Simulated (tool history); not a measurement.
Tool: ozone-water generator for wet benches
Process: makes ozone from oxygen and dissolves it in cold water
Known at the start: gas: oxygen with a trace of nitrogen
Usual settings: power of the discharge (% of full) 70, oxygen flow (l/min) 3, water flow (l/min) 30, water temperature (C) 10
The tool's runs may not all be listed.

| run | hour | power of the discharge (% of full) | oxygen flow (l/min) | water flow (l/min) | water temperature (C) | dissolved ozone (ppm) | ozone in the gas ahead of the water (g/m3) |
|---|---|---|---|---|---|---|---|
| 1 | 0 | 70 | 3 | 30 | 10 | 11.6 | 167.8 |
| 2 | 66.1 | 70 | 3 | 30 | 10 | 11.2 | 165.6 |
| 3 | 103.7 | 70 | 3 | 30 | 10 | 11.3 | 166 |
| 4 | 149.2 | 70 | 3 | 30 | 10 | 11.5 | 167.5 |
| 5 | 216.3 | 70 | 3 | 30 | 10 | 11.5 | 166.5 |
| 6 | 261.2 | 70 | 3 | 30 | 10 | 11.2 | 167.7 |
| 7 | 302.8 | 70 | 2.19 | 30 | 10 | 10.2 | 201.1 |
| 8 | 381.9 | 70 | 2.19 | 30 | 10 | 10.6 | 200.3 |
| 9 | 456.5 | 70 | 2.19 | 30 | 10 | 10.4 | 201.8 |
| 10 | 521.5 | 70 | 2.19 | 30 | 10 | 10.5 | 201.3 |
| 11 | 569.3 | 70 | 2.19 | 30 | 10 | 10.4 | 200.7 |
| 12 | 639.9 | 70 | 2.19 | 30 | 10 | 10.4 | 201.7 |
| 13 | 702.8 | 70 | 2.19 | 30 | 10 | 10.5 | 199.9 |
| 14 | 754.7 | 65 | 3.83 | 45 | 10 | 7.4 | 140.6 |
| 15 | 795.4 | 45 | 3 | 43 | 11 | 5.8 | 129.8 |
| 16 | 869.5 | 71 | 3 | 22 | 11 | 15.6 | 170.3 |
| 17 | 914.9 | 85 | 3 | 48 | 6 | 7.4 | 191.3 |
| 18 | 951.5 | 85 | 3 | 48 | 6 | 7.6 | 192.1 |
| 19 | 984.6 | 73 | 3.91 | 48 | 8 | 7.5 | 151 |
| 20 | 1026.2 | 73 | 3.91 | 48 | 8 | 7.5 | 150 |
| 21 | 1066.6 | 56 | 3.91 | 48 | 10 | 6.3 | 127.9 |
| 22 | 1122.2 | 64 | 3.11 | 19 | 6 | 17.7 | 158.7 |
| 23 | 1159.4 | 70 | 3.85 | 30 | 13 | 11.9 | 147.6 |
| 24 | 1240.7 | 70 | 3.85 | 30 | 13 | 11.7 | 148.7 |

Forecast each of these 3 alternatives for the next run:
| A | 1282.9 | 80 | 3 | 30 | 11 | ? | ? |
| B | 1282.9 | 65 | 3.85 | 27 | 13 | ? | ? |
| C | 1282.9 | 45 | 3.85 | 30 | 13 | ? | ? |

| run | dissolved ozone (ppm) | ozone in the gas ahead of the water (g/m3) |
|---|---|---|
| A | 12.2 | 184.5 |
| B | 12.4 | 141.9 |
| C | 9.2 | 115.1 |
Without the tool's hidden state the same runs would have given:
| run | dissolved ozone (ppm) | ozone in the gas ahead of the water (g/m3) |
|---|---|---|
| A | 12.3 | 179.5 |
| B | 12.4 | 138 |
| C | 9.3 | 111.9 |

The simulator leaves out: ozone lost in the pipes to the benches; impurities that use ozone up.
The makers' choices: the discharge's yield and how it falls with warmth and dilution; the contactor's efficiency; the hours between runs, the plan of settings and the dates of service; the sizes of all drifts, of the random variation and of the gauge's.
